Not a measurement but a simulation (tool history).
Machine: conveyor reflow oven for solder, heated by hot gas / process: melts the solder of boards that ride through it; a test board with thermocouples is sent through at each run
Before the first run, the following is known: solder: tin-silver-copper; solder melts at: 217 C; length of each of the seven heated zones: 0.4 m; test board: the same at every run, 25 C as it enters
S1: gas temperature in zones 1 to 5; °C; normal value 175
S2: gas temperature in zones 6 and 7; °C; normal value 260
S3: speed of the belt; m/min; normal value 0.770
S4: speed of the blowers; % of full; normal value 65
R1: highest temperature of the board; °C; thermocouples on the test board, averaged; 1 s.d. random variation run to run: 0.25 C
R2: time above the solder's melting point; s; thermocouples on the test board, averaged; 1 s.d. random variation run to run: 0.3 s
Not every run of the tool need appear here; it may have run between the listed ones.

| run | hour | S1 | S2 | S3 | S4 | R1 | R2 |
|---|---|---|---|---|---|---|---|
| 1 | 0.0 | 175 | 260 | 0.770 | 65 | 239.6 | 36.7 |
| 2 | 12.8 | 175 | 260 | 0.770 | 65 | 239.8 | 36.3 |
| 3 | 22.9 | 175 | 260 | 0.770 | 71 | 241.4 | 38.5 |
| 4 | 35.9 | 175 | 260 | 0.770 | 71 | 242.0 | 37.8 |
| 5 | 47.8 | 169 | 260 | 0.770 | 65 | 238.2 | 32.8 |
| 6 | 62.3 | 175 | 260 | 0.770 | 56 | 236.2 | 31.1 |
| 7 | 77.2 | 175 | 271 | 0.770 | 56 | 244.8 | 39.4 |
| 8 | 91.4 | 175 | 271 | 0.770 | 56 | 245.0 | 39.2 |
|  | 104.3 | thermocouples of zones 6 and 7 changed |
| 9 | 112.3 | 183 | 260 | 0.770 | 65 | 239.9 | 39.2 |
| 10 | 121.6 | 175 | 260 | 0.770 | 65 | 237.9 | 34.5 |
| 11 | 131.4 | 175 | 260 | 0.663 | 65 | 243.1 | 46.5 |
| 12 | 148.3 | 175 | 260 | 0.663 | 65 | 242.8 | 46.8 |
| 13 | 161.3 | 175 | 260 | 0.807 | 65 | 236.5 | 30.4 |
| 14 | 173.7 | 175 | 260 | 0.807 | 65 | 235.9 | 30.3 |
| 15 | 184.4 | 175 | 260 | 0.770 | 65 | 237.9 | 33.7 |
| 16 | 200.4 | 179 | 262 | 0.640 | 52 | 242.5 | 48.7 |
| 17 | 218.1 | 179 | 267 | 0.640 | 62 | 250.0 | 55.1 |
| 18 | 235.9 | 164 | 260 | 0.770 | 65 | 234.8 | 28.4 |
| 19 | 254.8 | 187 | 267 | 0.778 | 56 | 242.4 | 41.4 |
| 20 | 271.2 | 175 | 267 | 0.896 | 65 | 236.5 | 27.0 |

The next listed run, before its measurement:
| 21 | 288.6 | 186 | 267 | 0.896 | 65 | ? | ? |

R1: 239.9 °C
R2: 32.6 s
Were there no unlogged condition in the tool, this run, its random variation unchanged, would have produced R1 243.3 °C, R2 36.0 s.

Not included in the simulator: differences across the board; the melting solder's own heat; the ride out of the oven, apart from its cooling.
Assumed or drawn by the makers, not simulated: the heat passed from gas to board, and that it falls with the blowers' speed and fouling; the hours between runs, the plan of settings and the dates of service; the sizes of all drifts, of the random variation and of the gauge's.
